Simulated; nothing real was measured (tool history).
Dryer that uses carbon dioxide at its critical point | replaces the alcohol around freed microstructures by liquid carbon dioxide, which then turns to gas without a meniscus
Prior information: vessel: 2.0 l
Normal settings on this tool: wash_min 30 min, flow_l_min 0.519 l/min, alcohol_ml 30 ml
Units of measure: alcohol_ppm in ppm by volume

| run | hour | wash_min | flow_l_min | alcohol_ml | alcohol_ppm |
|---|---|---|---|---|---|
| 1 | 0 | 30 | 0.519 | 30 | 32 |
| 2 | 19.8 | 30 | 0.519 | 30 | 41 |
| 3 | 33.9 | 30 | 0.519 | 30 | 33 |
| 4 | 47.2 | 30 | 0.519 | 30 | 33 |
| 5 | 58 | 30 | 0.519 | 30 | 38 |
| 6 | 70.3 | 30 | 0.519 | 30 | 38 |
| 7 | 85.7 | 30 | 0.519 | 30 | 45 |
| 8 | 96.1 | 30 | 0.519 | 30 | 31 |
| 9 | 105.6 | 30 | 0.519 | 30 | 41 |
| 10 | 125.5 | 30 | 0.519 | 30 | 41 |
| 11 | 136.7 | 30 | 0.519 | 30 | 46 |
| 12 | 148.9 | 30 | 0.519 | 30 | 45 |
| 13 | 160.9 | 30 | 0.519 | 30 | 48 |
| 14 | 172.8 | 30 | 0.387 | 30 | 140 |
| 15 | 186.2 | 30 | 0.387 | 30 | 143 |
| 16 | 200.4 | 30 | 0.387 | 30 | 136 |
| 17 | 219.6 | 30 | 0.387 | 104 | 420 |
| 18 | 235.5 | 40 | 0.596 | 119 | 30 |
| 19 | 252.8 | 30 | 0.325 | 59 | 533 |

What does the tool deliver on the next run?
| 20 | 274.1 | 30 | 0.325 | 59 | ? |

{"run 20": {"alcohol_ppm": 541}}
With no hidden state in the tool, this same run would have given alcohol_ppm 438 ppm by volume.

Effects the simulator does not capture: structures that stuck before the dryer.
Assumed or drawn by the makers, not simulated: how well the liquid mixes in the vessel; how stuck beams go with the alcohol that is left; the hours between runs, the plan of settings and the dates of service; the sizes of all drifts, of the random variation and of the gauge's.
